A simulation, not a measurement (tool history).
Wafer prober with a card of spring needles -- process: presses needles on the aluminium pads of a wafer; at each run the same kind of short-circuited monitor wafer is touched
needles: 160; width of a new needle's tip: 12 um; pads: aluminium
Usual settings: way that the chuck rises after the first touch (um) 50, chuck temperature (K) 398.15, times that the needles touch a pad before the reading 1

run   hour  way that the chuck rises after the first touch (um)  chuck temperature (K)  times that the needles touch a pad before the reading  resistance of one needle with its contact and lead (mohm)  way that a needle slides on the pad (um)
  1    0.0                                                   50                 398.15                                                      1                                                        207                                     13.15
       6.1  -- tips cleaned on abrasive film
  2    8.0                                                   50                 398.15                                                      1                                                        207                                     13.20
  3   14.9                                                   50                 398.15                                                      1                                                        210                                     13.14
      26.5  -- tips cleaned on abrasive film
  4   26.7                                                   50                 398.15                                                      1                                                        211                                     13.20
  5   38.6                                                   54                 398.15                                                      1                                                        206                                     14.26
  6   44.2                                                   54                 398.15                                                      1                                                        205                                     14.18
      46.6  -- tips cleaned on abrasive film
  7   50.5                                                   54                 398.15                                                      1                                                        208                                     14.26
  8   59.5                                                   54                 398.15                                                      1                                                        207                                     14.28
      67.1  -- tips cleaned on abrasive film
  9   70.4                                                   50                 398.15                                                      1                                                        213                                     13.23
 10   77.7                                                   50                 398.15                                                      1                                                        209                                     13.21
 11   85.1                                                   64                 398.15                                                      1                                                        199                                     16.92
      87.6  -- tips cleaned on abrasive film
 12   95.3                                                   50                 398.15                                                      1                                                        208                                     13.22
 13  103.5                                                   50                 398.15                                                      1                                                        208                                     13.22
     108.8  -- tips cleaned on abrasive film
 14  112.7                                                   50                 398.15                                                      1                                                        206                                     13.26
 15  119.9                                                   50                 398.15                                                      1                                                        207                                     13.30
 16  128.2                                                   50                 398.15                                                      1                                                        210                                     13.32
     129.5  -- tips cleaned on abrasive film
 17  138.3                                                   50                 398.15                                                      1                                                        210                                     13.27
 18  147.7                                                   51                 298.15                                                      2                                                        182                                     13.55
     150.2  -- tips cleaned on abrasive film
     153.7  -- gauge calibrated
 19  160.8                                                   51                 312.15                                                      2                                                        187                                     13.44
 20  168.0                                                   51                 312.15                                                      2                                                        190                                     13.46
     170.5  -- tips cleaned on abrasive film
 21  180.4                                                   54                 398.15                                                      2                                                        205                                     14.23
     190.9  -- tips cleaned on abrasive film
 22  192.4                                                   47                 366.15                                                      3                                                        203                                     12.38
 23  197.9                                                   32                 325.15                                                      3                                                        209                                      8.40
 24  205.9                                                   34                 384.15                                                      3                                                        218                                      8.95
     211.6  -- tips cleaned on abrasive film
 25  212.0                                                   50                 398.15                                                      1                                                        207                                     13.23
 26  224.2                                                   50                 398.15                                                      1                                                        211                                     13.26
     232.2  -- tips cleaned on abrasive film
 27  232.2                                                   45                 306.15                                                      1                                                        188                                     11.99
 28  240.8                                                   39                 398.15                                                      2                                                        213                                     10.29
 29  246.7                                                   50                 350.15                                                      1                                                        196                                     13.24
     252.5  -- tips cleaned on abrasive film
 30  260.0                                                   50                 350.15                                                      1                                                        196                                     13.29
 31  266.4                                                   50                 373.15                                                      2                                                        203                                     13.27
 32  272.0                                                   46                 398.15                                                      3                                                        212                                     12.22
     273.2  -- tips cleaned on abrasive film
     278.2  -- gauge calibrated
 33  278.2                                                   39                 398.15                                                      2                                                        221                                     10.22
 34  285.9                                                   40                 333.15                                                      1                                                        201                                     10.52

Here are 4 independent what-if runs from the current tool condition. What would each one return?
     293.4  -- tips cleaned on abrasive film
  A  294.8                                                   50                 319.15                                                      2                                                          ?                                         ?
     293.4  -- tips cleaned on abrasive film
  B  294.8                                                   40                 353.15                                                      3                                                          ?                                         ?
     293.4  -- tips cleaned on abrasive film
  C  294.8                                                   63                 309.15                                                      1                                                          ?                                         ?
     293.4  -- tips cleaned on abrasive film
  D  294.8                                                   65                 357.15                                                      1                                                          ?                                         ?

run  resistance of one needle with its contact and lead (mohm)  way that a needle slides on the pad (um)
  A                                                        189                                     13.15
  B                                                        206                                     10.55
  C                                                        182                                     16.53
  D                                                        191                                     17.17
Stripped of hidden state, with their random variation kept, the same runs would have yielded:
run  resistance of one needle with its contact and lead (mohm)  way that a needle slides on the pad (um)
  A                                                        189                                     13.13
  B                                                        206                                     10.54
  C                                                        182                                     16.51
  D                                                        190                                     17.15
